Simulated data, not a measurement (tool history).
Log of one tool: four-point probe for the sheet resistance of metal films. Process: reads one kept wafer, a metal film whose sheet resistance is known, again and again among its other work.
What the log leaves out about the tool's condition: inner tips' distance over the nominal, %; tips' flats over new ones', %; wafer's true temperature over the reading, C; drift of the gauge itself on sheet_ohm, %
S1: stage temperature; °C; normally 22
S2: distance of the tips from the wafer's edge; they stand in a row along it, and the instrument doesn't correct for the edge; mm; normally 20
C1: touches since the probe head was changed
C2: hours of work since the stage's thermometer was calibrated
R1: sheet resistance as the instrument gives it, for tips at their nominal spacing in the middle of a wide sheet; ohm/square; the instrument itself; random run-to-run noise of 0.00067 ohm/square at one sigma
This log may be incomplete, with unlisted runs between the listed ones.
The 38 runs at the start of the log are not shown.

{"run": 39, "hour": 795.4, "S1": 19, "S2": 3, "C1": 50951, "C2": 161, "R1": 3.632915}
{"run": 40, "hour": 821.6, "S1": 23, "S2": 11, "C1": 51611, "C2": 176, "R1": 3.379014}
{"run": 41, "hour": 834.1, "S1": 21, "S2": 18, "C1": 51926, "C2": 184, "R1": 3.356722}
{"run": 42, "hour": 847.5, "S1": 33, "S2": 13, "C1": 52264, "C2": 192, "R1": 3.406087}
{"run": 43, "hour": 875.0, "S1": 24, "S2": 24, "C1": 52956, "C2": 208, "R1": 3.364248}
{"run": 44, "hour": 898.6, "S1": 24, "S2": 24, "C1": 53551, "C2": 222, "R1": 3.36297}
{"run": 45, "hour": 918.1, "S1": 25, "S2": 9, "C1": 54041, "C2": 234, "R1": 3.395844}
{"run": 46, "hour": 945.3, "S1": 19, "S2": 9, "C1": 54727, "C2": 250, "R1": 3.377916}

Forecast each of these 3 alternatives for the next run:
{"run": "A", "hour": 961.3, "S1": 33, "S2": 6, "C1": 55132, "C2": 260, "R1": "?"}
{"run": "B", "hour": 961.3, "S1": 22, "S2": 46, "C1": 55132, "C2": 260, "R1": "?"}
{"run": "C", "hour": 961.3, "S1": 31, "S2": 45, "C1": 55132, "C2": 260, "R1": "?"}

run=A R1=3.468388
run=B R1=3.353973
run=C R1=3.382763
Take away the tool's hidden state, keep each run's random variation, and the runs would have read:
run=A R1=3.449527
run=B R1=3.335738
run=C R1=3.364339
